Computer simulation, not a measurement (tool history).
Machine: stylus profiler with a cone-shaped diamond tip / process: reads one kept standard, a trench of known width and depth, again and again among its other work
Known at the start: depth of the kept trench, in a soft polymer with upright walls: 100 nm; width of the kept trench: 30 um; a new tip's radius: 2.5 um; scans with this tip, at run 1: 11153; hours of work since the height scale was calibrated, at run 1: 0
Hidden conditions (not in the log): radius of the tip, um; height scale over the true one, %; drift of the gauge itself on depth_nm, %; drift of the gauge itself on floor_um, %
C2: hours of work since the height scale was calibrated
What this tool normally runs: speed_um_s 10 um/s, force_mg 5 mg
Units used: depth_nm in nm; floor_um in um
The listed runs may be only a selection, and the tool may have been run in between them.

Run 1, hour 0: usual settings; scans with this tip 11153; C2 0. Result: depth_nm 101.73 nm, floor_um 28.03 um.
Run 2, hour 43.7: usual settings but force_mg 3.8 mg; scans with this tip 11412; C2 29. Result: depth_nm 101.38 nm, floor_um 28.02 um.
Run 3, hour 81.9: usual settings but speed_um_s 17 um/s; scans with this tip 11638; C2 54. Result: depth_nm 101.66 nm, floor_um 28.02 um.
Run 4, hour 144.3: usual settings; scans with this tip 12007; C2 95. Result: depth_nm 101.68 nm, floor_um 28 um.
Run 5, hour 201: usual settings; scans with this tip 12342; C2 132. Result: depth_nm 101.6 nm, floor_um 28.03 um.
Run 6, hour 252.3: usual settings; scans with this tip 12646; C2 166. Result: depth_nm 101.62 nm, floor_um 28.05 um.
Run 7, hour 289.8: usual settings; scans with this tip 12867; C2 191. Result: depth_nm 101.58 nm, floor_um 28.01 um.
Run 8, hour 321.8: usual settings; scans with this tip 13057; C2 212. Result: depth_nm 101.6 nm, floor_um 27.97 um.
Run 9, hour 359.5: usual settings but speed_um_s 4 um/s, force_mg 5.52 mg; scans with this tip 13280; C2 237. Result: depth_nm 101.68 nm, floor_um 28.01 um.
At hour 364: height scale calibrated on a step standard.
At hour 370.9: new tip fitted, height scale calibrated.
Run 10, hour 406.7: usual settings but speed_um_s 21 um/s, force_mg 5.49 mg; scans with this tip 211; C2 24. Result: depth_nm 101.76 nm, floor_um 28.52 um.
Run 11, hour 463.2: usual settings but speed_um_s 38 um/s, force_mg 5.57 mg; scans with this tip 546; C2 61. Result: depth_nm 101.81 nm, floor_um 28.46 um.
Run 12, hour 496.6: usual settings but speed_um_s 3 um/s, force_mg 3.59 mg; scans with this tip 743; C2 83. Result: depth_nm 101.28 nm, floor_um 28.6 um.
Run 13, hour 548: usual settings but speed_um_s 3 um/s, force_mg 3.67 mg; scans with this tip 1047; C2 117. Result: depth_nm 101.31 nm, floor_um 28.55 um.
At hour 580.8: height scale calibrated on a step standard, once more.
Run 14, hour 603.4: usual settings but speed_um_s 3 um/s, force_mg 3.67 mg; scans with this tip 1372; C2 15. Result: depth_nm 101.37 nm, floor_um 28.49 um.
Run 15, hour 647.1: usual settings but speed_um_s 3 um/s, force_mg 3.67 mg; scans with this tip 1630; C2 44. Result: depth_nm 101.34 nm, floor_um 28.54 um.

5 options for the next run, each taken on its own from the tool as it stands now. Forecast them:
Run A, hour 675.7: usual settings but speed_um_s 6 um/s, force_mg 2.29 mg; scans with this tip 1800; C2 62. Result: depth_nm ?, floor_um ?.
Run B, hour 675.7: usual settings but speed_um_s 29 um/s, force_mg 1.9 mg; scans with this tip 1800; C2 62. Result: depth_nm ?, floor_um ?.
Run C, hour 675.7: usual settings but speed_um_s 34 um/s, force_mg 14.44 mg; scans with this tip 1800; C2 62. Result: depth_nm ?, floor_um ?.
Run D, hour 675.7: usual settings but speed_um_s 36 um/s, force_mg 1.69 mg; scans with this tip 1800; C2 62. Result: depth_nm ?, floor_um ?.
Run E, hour 675.7: usual settings but force_mg 2.52 mg; scans with this tip 1800; C2 62. Result: depth_nm ?, floor_um ?.

run  depth_nm  floor_um
  A     100.9     28.52
  B    100.81      28.3
  C    103.37     28.48
  D    100.77     28.26
  E    100.99     28.47
Had the tool no hidden state, the same runs would have come out as:
run  depth_nm  floor_um
  A    100.98     28.59
  B    100.89     28.37
  C    103.44     28.55
  D    100.84     28.33
  E    101.06     28.54

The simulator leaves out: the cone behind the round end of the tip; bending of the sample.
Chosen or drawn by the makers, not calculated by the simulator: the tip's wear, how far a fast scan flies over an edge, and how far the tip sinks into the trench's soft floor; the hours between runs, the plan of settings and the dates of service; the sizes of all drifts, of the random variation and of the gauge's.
